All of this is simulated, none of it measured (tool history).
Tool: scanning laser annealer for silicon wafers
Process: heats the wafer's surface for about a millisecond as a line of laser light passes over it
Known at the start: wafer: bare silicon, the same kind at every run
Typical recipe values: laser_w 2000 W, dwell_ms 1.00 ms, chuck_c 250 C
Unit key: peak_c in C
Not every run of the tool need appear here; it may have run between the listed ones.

run   hour  laser_w  dwell_ms  chuck_c  peak_c
  1    0.0     2000      1.00      250    1026
  2   17.6     2000      1.00      250    1024
  3   32.7     2000      1.00      250    1020
  4   50.8     2000      1.22      250    1117
  5   66.9     2000      1.00      250    1020
  6   80.1     2000      1.00      250    1023
  7   92.4     2000      1.00      250    1024
  8  103.0     2000      1.00      250    1018
  9  122.3     2000      1.00      287    1054
 10  136.3     2000      1.14      250    1075
     140.2  -- laser's power meter calibrated
 11  153.1     2000      1.00      273    1037
 12  162.4     2000      0.76      247     903
     174.0  -- window over the wafer cleaned
 13  178.1     1924      0.76      211     859
     198.3  -- laser's power meter calibrated, once more
 14  202.0     1924      0.76      211     856
 15  221.4     1855      0.70      247     835
 16  236.5     1855      0.70      247     832
 17  252.9     2177      0.70      247     965
 18  265.6     2177      0.96      247    1113
 19  282.4     2121      0.74      278     995
 20  291.0     2089      0.83      225     977
 21  309.1     1813      0.95      225     902

Forecast each of these 3 alternatives for the next run:
  A  325.2     2034      0.95      243       ?
  B  325.2     2165      1.00      214       ?
  C  325.2     1813      0.95      228       ?

run  peak_c
  A    1025
  B    1093
  C     903
Without the tool's unlogged condition, the same runs would have read:
run  peak_c
  A    1053
  B    1124
  C     927
